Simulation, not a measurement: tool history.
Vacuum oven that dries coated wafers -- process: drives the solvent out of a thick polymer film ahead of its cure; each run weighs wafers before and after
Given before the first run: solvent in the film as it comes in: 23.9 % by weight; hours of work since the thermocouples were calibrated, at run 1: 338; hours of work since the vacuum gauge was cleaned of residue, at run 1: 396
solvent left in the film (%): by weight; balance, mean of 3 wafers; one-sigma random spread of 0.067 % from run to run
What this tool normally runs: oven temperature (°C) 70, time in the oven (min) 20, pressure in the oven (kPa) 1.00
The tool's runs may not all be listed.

run,hour,oven temperature (°C),time in the oven (min),pressure in the oven (kPa),hours of work since the thermocouples were calibrated,hours of work since the vacuum gauge was cleaned of residue,solvent left in the film (%)
1,0.0,70,20,1.00,338,396,4.45
2,14.5,70,20,1.00,345,402,4.51
3,31.2,70,20,1.00,352,410,4.34
4,42.9,58,20,1.00,358,415,9.12
5,54.4,74,20,1.00,363,420,3.10
6,68.2,58,20,1.00,369,427,8.95
7,83.6,70,20,1.00,376,434,4.34
8,103.1,70,20,1.00,385,442,4.45
9,126.4,70,20,1.00,396,453,4.29
10,142.5,70,20,1.00,403,460,4.37
11,163.5,70,20,1.00,412,470,4.30
12,181.7,70,20,1.00,421,478,4.40
13,202.4,70,20,1.00,430,487,4.37
14,219.5,70,15,1.00,438,495,6.09
15,230.1,70,15,1.00,443,500,6.11
16,248.5,70,29,1.00,451,508,2.43
17,264.8,70,29,1.00,458,516,2.46
18,278.5,70,29,1.00,465,522,2.46
19,293.7,61,12,1.00,471,529,11.13
20,315.3,74,12,1.00,481,539,6.38
21,333.6,70,19,1.00,489,547,4.63

How would selected steps in solvent left in the film (%) from run to run divide? Give the signed amount a tool lacking its hidden state would still show from settings, what came in and random variation, and the signed amount left for the hidden state, including any gauge scatter that is not in both of the compared results.
The tool's hidden condition here consists of: true wafer temperature over the reading, C; true pressure over the reading, kPa; drift of the gauge itself on solvent_pct, %.
Run 4 -> 5: oven temperature (°C) 58 -> 74. solvent left in the film (%) -6.02: hidden state +0.01, all else -6.03.
Run 15 -> 16: time in the oven (min) 15 -> 29. solvent left in the film (%) -3.68: hidden state +0.05, all else -3.73.
Run 18 -> 19: oven temperature (°C) 70 -> 61, time in the oven (min) 29 -> 12. solvent left in the film (%) +8.67: hidden state -0.05, all else +8.72.
